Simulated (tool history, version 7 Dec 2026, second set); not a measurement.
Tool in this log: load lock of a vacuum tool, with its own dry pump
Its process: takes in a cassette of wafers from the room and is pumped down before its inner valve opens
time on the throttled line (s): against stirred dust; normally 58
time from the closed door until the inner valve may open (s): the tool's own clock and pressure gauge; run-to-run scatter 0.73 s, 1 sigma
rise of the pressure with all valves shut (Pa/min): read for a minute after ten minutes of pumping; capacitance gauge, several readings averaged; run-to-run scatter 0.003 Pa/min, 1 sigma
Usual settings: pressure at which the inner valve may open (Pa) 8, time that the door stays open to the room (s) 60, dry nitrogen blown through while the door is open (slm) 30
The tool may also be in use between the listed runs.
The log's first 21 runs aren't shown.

run,hour,time on the throttled line (s),pressure at which the inner valve may open (Pa),time that the door stays open to the room (s),dry nitrogen blown through while the door is open (slm),hours that the pump has run since its overhaul,times that the door has closed on its seal,"incoming humidity of the room's air, %",time from the closed door until the inner valve may open (s),rise of the pressure with all valves shut (Pa/min)
22,2955.3,40,15,145,5,899,15934,45.7,92.5,0.077
23,3115.2,52,15,76,5,1059,16311,47.7,102.6,0.061
24,3310.3,58,11,60,20,1254,16771,45.1,108.2,0.038
25,3429.1,58,8,60,13,1373,17051,44.1,112.2,0.042
26,3574.0,62,10,36,7,1518,17393,45.4,112.8,0.037
27,3728.5,62,10,36,7,1672,17757,44.9,112.6,0.043
28,3870.6,107,8,129,9,1814,18092,43.7,150.0,0.059
29,4030.9,58,8,42,8,1975,18470,43.6,110.9,0.035
30,4219.6,105,6,69,41,2163,18915,46.8,149.4,0.031
31,4385.2,105,6,69,41,2329,19305,42.5,150.2,0.022
32,4547.9,105,6,69,20,2492,19689,47.1,150.6,0.036
33,4665.9,46,7,60,17,2610,19967,44.5,102.5,0.036
34,4779.6,68,8,58,30,2724,20235,42.3,120.3,0.029
35,4903.0,73,15,58,30,2847,20526,44.4,116.6,0.026
36,5047.6,73,15,58,30,2991,20867,44.0,119.4,0.027

3 ways to go on from here, each from the tool as it stands after run 36. What would each give?
A,5143.2,103,15,58,13,3087,21092,45.6,?,?
B,5143.2,67,13,60,19,3087,21092,47.7,?,?
C,5143.2,73,15,87,13,3087,21092,44.4,?,?

run,time from the closed door until the inner valve may open (s),rise of the pressure with all valves shut (Pa/min)
A,142.5,0.044
B,114.7,0.038
C,119.1,0.055
Had the tool no hidden state, the same runs would have come out as:
run,time from the closed door until the inner valve may open (s),rise of the pressure with all valves shut (Pa/min)
A,142.5,0.044
B,114.7,0.038
C,119.1,0.055

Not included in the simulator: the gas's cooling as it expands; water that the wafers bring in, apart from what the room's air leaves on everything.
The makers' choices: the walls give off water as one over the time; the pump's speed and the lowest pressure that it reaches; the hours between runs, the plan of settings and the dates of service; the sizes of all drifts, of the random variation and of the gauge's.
